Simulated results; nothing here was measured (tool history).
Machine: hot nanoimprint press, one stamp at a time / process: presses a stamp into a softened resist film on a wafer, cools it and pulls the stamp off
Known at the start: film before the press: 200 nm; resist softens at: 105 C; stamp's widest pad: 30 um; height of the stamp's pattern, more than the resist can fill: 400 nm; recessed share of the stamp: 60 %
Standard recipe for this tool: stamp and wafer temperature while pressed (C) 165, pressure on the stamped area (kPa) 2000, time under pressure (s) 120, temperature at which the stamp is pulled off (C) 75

run	day	stamp and wafer temperature while pressed (C)	pressure on the stamped area (kPa)	time under pressure (s)	temperature at which the stamp is pulled off (C)	resist left under the stamp's widest pad (nm)	greatest force while the stamp is pulled off (N)
1	0.000	165	2000	120	75	79.9	296
# day 1.050: stamp cleaned and given a new release coat
# day 2.017: plate thermocouple calibrated
2	3.208	169	2000	120	75	64.3	231
3	6.042	165	2000	120	75	84.6	251
4	9.329	165	2000	120	75	85.5	260
5	11.404	165	2000	120	75	86.4	274
# day 13.817: plate thermocouple calibrated, once more
6	14.275	165	2000	70	75	87.5	282
7	15.875	165	2000	70	75	86.9	282
# day 17.079: stamp cleaned and given a new release coat
8	18.983	165	1490	120	75	82.5	207
9	21.275	165	2000	120	81	72.7	174
# day 22.467: press's hydraulic seals changed and the load cell set to zero
10	24.129	165	2000	120	81	72.1	191
11	25.996	165	2000	120	81	73.1	216
12	27.958	165	2000	87	60	85.1	360

Forecast run 13:
13	29.912	165	2000	87	60	?	?

{"run 13": {"resist left under the stamp's widest pad (nm)": 85.8, "greatest force while the stamp is pulled off (N)": 370}}
Without the tool's hidden state the same run would have given resist left under the stamp's widest pad (nm) 80.2, greatest force while the stamp is pulled off (N) 269.
